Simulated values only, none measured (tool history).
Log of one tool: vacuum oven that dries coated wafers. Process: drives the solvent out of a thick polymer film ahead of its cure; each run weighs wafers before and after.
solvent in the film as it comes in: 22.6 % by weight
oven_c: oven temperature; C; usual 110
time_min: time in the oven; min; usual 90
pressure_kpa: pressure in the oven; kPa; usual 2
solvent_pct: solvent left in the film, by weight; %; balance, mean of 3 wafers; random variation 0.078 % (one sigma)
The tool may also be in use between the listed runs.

run	hour	oven_c	time_min	pressure_kpa	solvent_pct
1	0	110	90	2	6.11
2	19.7	110	90	2	6.29
3	46.6	110	90	2	6.47
4	76.1	110	61	2	8.39
5	101.3	110	61	2	8.43
6	115.9	111	90	2	6.09
7	143.5	111	90	2	5.96
8	170.4	111	90	2	6.09
# hour 173.5: vacuum gauge cleaned of residue and calibrated
9	187.1	119	90	2	4
10	213.9	110	90	1.97	6.55
11	230.9	110	90	1.97	6.49
12	248.2	107	100	5.51	12.39
13	263.6	103	143	3.93	10.24

The same runs without the tool's hidden state, with the same run-to-run variation:
The hidden state here: true wafer temperature over the reading, C; true pressure over the reading, kPa; drift of the gauge itself on solvent_pct, %.
run	solvent_pct
1	5.8
2	5.95
3	6.12
4	8.05
5	8.08
6	5.7
7	5.56
8	5.68
9	3.62
10	6.04
11	5.99
12	11.78
13	9.54
